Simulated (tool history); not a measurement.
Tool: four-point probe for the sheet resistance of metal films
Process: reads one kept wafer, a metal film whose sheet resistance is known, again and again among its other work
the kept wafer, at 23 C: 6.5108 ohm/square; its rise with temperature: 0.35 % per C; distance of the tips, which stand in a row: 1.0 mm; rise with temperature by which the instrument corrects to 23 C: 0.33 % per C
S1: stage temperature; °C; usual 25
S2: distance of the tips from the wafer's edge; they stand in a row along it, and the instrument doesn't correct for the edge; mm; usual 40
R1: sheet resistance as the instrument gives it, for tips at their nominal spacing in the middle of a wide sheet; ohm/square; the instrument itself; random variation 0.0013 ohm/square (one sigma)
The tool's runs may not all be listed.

run 1 hour=0.0 | S1=25 S2=40 | R1=6.510557
run 2 hour=54.4 | S1=25 S2=40 | R1=6.509363
run 3 hour=160.0 | S1=25 S2=40 | R1=6.512369
-- hour=165.9 stage's thermometer calibrated
run 4 hour=230.5 | S1=25 S2=40 | R1=6.513605
run 5 hour=320.9 | S1=25 S2=40 | R1=6.512941
run 6 hour=447.8 | S1=25 S2=40 | R1=6.512962
run 7 hour=501.5 | S1=25 S2=28 | R1=6.517587
run 8 hour=577.3 | S1=25 S2=28 | R1=6.517366
run 9 hour=644.7 | S1=18 S2=40 | R1=6.510258
run 10 hour=700.3 | S1=18 S2=40 | R1=6.510950
-- hour=731.7 new probe head fitted
run 11 hour=759.2 | S1=18 S2=40 | R1=6.492235
-- hour=842.9 stage's thermometer calibrated, once more
run 12 hour=864.8 | S1=18 S2=40 | R1=6.510174
run 13 hour=951.9 | S1=18 S2=40 | R1=6.511471
run 14 hour=1082.0 | S1=18 S2=40 | R1=6.512964
run 15 hour=1162.2 | S1=18 S2=40 | R1=6.515256
run 16 hour=1260.9 | S1=18 S2=40 | R1=6.512741
run 17 hour=1327.7 | S1=25 S2=40 | R1=6.525985
run 18 hour=1444.7 | S1=25 S2=40 | R1=6.526815
run 19 hour=1555.2 | S1=25 S2=40 | R1=6.527204
run 20 hour=1664.9 | S1=25 S2=40 | R1=6.529744
run 21 hour=1719.7 | S1=33 S2=15 | R1=6.555073
run 22 hour=1813.2 | S1=33 S2=15 | R1=6.556834
run 23 hour=1906.8 | S1=28 S2=30 | R1=6.538581
run 24 hour=2016.4 | S1=28 S2=30 | R1=6.540565
run 25 hour=2110.1 | S1=21 S2=5 | R1=6.667926
run 26 hour=2219.6 | S1=21 S2=5 | R1=6.667884

Run 27 comes next. What will it give?
run 27 hour=2293.4 | S1=21 S2=5 | R1=?

{"run 27": {"R1": 6.668662}}
Without the tool's hidden state the same run would have given R1 6.644549 ohm/square.

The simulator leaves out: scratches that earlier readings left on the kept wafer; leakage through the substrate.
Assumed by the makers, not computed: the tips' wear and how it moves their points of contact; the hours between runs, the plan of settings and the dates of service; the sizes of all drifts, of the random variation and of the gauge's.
